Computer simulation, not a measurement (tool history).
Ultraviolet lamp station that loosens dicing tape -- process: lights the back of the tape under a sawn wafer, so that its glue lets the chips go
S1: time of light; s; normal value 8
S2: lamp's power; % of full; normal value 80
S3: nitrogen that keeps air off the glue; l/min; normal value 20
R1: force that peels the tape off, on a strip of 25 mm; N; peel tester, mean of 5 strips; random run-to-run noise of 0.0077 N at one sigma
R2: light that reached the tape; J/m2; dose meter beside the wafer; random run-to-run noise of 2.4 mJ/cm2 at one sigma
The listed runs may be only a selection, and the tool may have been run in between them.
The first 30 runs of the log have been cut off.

run 31 hour=882.4 | S1=6 S2=91 S3=20 | R1=0.424 R2=2130
run 32 hour=913.2 | S1=6 S2=91 S3=20 | R1=0.455 R2=2150
run 33 hour=931.3 | S1=5 S2=69 S3=9 | R1=1.655 R2=1330
run 34 hour=959.1 | S1=5 S2=69 S3=9 | R1=1.657 R2=1350
run 35 hour=988.4 | S1=8 S2=89 S3=20 | R1=0.216 R2=2800
run 36 hour=1022.7 | S1=8 S2=89 S3=10 | R1=0.349 R2=2760
run 37 hour=1048.3 | S1=8 S2=99 S3=17 | R1=0.176 R2=3150
run 38 hour=1078.2 | S1=7 S2=80 S3=16 | R1=0.462 R2=2170
-- hour=1101.8 window cleaned of glue's vapour
run 39 hour=1102.5 | S1=8 S2=69 S3=9 | R1=0.675 R2=2170
run 40 hour=1143.8 | S1=5 S2=78 S3=20 | R1=0.982 R2=1550
run 41 hour=1185.0 | S1=5 S2=88 S3=20 | R1=0.736 R2=1740
run 42 hour=1222.7 | S1=5 S2=88 S3=20 | R1=0.755 R2=1720

5 options for the next run, each taken on its own from the tool as it stands now. Forecast them:
run A hour=1258.2 | S1=9 S2=64 S3=17 | R1=? R2=?
run B hour=1258.2 | S1=8 S2=80 S3=20 | R1=? R2=?
run C hour=1258.2 | S1=14 S2=78 S3=20 | R1=? R2=?
run D hour=1258.2 | S1=6 S2=73 S3=9 | R1=? R2=?
run E hour=1258.2 | S1=5 S2=85 S3=36 | R1=? R2=?

run=A R1=0.411 R2=2290
run=B R1=0.295 R2=2510
run=C R1=0.090 R2=4270
run=D R1=1.141 R2=1700
run=E R1=0.632 R2=1690
Take away the tool's hidden state, keep each run's random variation, and the runs would have read:
run=A R1=0.408 R2=2290
run=B R1=0.294 R2=2520
run=C R1=0.090 R2=4280
run=D R1=1.136 R2=1700
run=E R1=0.629 R2=1700
